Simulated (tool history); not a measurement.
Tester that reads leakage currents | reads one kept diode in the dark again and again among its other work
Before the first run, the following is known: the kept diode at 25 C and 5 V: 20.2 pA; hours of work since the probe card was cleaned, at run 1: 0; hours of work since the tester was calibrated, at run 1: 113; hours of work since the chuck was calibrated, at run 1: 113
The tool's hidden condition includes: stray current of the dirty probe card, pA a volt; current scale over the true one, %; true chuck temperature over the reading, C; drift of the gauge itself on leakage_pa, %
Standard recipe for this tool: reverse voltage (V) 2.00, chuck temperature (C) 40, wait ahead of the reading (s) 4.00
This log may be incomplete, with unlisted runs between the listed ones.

run,hour,reverse voltage (V),chuck temperature (C),wait ahead of the reading (s),hours of work since the probe card was cleaned,hours of work since the tester was calibrated,hours of work since the chuck was calibrated,current that the tester gives (pA)
1,0.0,2.00,40,4.00,0,113,113,41.86
2,102.6,2.00,40,4.00,47,160,160,41.55
3,201.0,2.00,40,4.00,92,205,205,41.42
4,314.7,2.00,40,4.00,144,257,257,41.39
5,444.3,2.00,40,4.00,203,316,316,41.08
6,542.7,2.00,40,4.00,248,361,361,41.09
7,598.6,2.00,40,4.00,273,386,386,40.85
8,703.0,2.00,40,4.00,321,434,434,40.91
9,801.6,2.00,40,4.00,366,479,479,40.73
10,858.5,2.00,26,4.00,392,505,505,14.95
11,941.3,2.00,40,0.74,430,543,543,40.97
12,1040.1,2.00,40,0.74,475,588,588,40.92
13,1112.6,2.00,40,0.74,508,621,621,40.69
14,1203.9,1.46,40,4.00,550,663,663,34.64
15,1282.2,1.46,40,4.00,585,698,698,34.59
16,1376.7,1.46,40,4.00,629,741,741,34.61
17,1494.5,1.52,28,4.00,682,795,795,15.21
18,1572.6,19.79,50,3.08,718,831,831,238.15
# hour 1624.1: chuck's temperature calibrated
19,1654.3,1.37,38,4.00,754,867,14,32.67
20,1780.4,2.74,38,0.38,812,925,71,46.21
21,1880.3,2.52,30,9.32,858,970,117,25.82
22,2004.2,2.52,27,9.32,914,1027,174,21.41
23,2097.5,3.99,40,4.00,957,1070,216,62.71
24,2215.3,13.65,47,4.00,1010,1123,270,183.07
25,2279.3,13.65,47,4.00,1040,1153,299,183.27

Run 26 has not been measured yet. What should we expect?
26,2383.3,2.18,42,0.99,1087,1200,347,?

Run 26 yielded current that the tester gives (pA) 52.29.
Minus the tool's unlogged condition, the same run would have read current that the tester gives (pA) 50.61.
